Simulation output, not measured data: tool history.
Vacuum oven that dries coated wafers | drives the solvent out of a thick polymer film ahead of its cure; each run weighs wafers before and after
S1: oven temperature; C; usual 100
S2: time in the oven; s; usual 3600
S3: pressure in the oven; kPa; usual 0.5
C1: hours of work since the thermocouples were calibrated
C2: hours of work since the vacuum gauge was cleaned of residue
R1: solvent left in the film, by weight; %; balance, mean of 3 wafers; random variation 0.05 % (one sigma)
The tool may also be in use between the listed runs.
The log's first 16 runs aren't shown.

run    hour   S1    S2     S3   C1   C2    R1
      736.1  -- oven's thermocouples calibrated
 17   736.1  100  3600    0.5    0  238  1.55
      774.4  -- vacuum gauge cleaned of residue and calibrated, once more
 18   794.8  100  3600    0.5   42   15  1.35
 19   840.1  107  2280    0.5   75   48  1.58
 20   887.3  113  2820  0.315  110   83  0.49
 21   933.7  113  2820  0.315  144  117  0.42
 22   985.6   86  1800  0.315  182  155   8.7
 23  1027.3  100  3600  0.849  213  186  1.72
 24  1083.9  107  4140   0.33  254  227  0.41
 25  1121.2  107  5160  0.287  282  255   0.3
 26  1164.6  107  5160  0.287  314  287  0.22
 27  1212.7  100  2820    0.5  349  322  2.26
 28  1253.2  100  2820  1.579  379  352  3.15
 29    1281  102  5220  0.672  399  372  0.68
 30    1310   99  3600  0.653  421  393  1.78
 31  1363.1  105  3240  0.653  460  432  1.24
 32  1393.4  105  3240  0.653  482  455  1.15
 33  1441.4   97  3540  1.921  517  490  3.31
 34    1482  114  4320  0.495  547  520  0.25
 35  1524.8  114  4320  0.495  578  551  0.42

4 ways to go on from here, each from the tool as it stands after run 35. What would each give?
  A  1562.6  100  2220  1.004  606  579   ?
  B  1562.6   88  1920  0.941  606  579   ?
  C  1562.6   93  6000   0.39  606  579   ?
  D  1562.6  105  2820  0.443  606  579   ?

run    R1
  A  3.84
  B  8.21
  C  1.28
  D  1.43
Without the tool's hidden state the same runs would have given:
run    R1
  A  3.52
  B  7.84
  C  1.06
  D  1.24
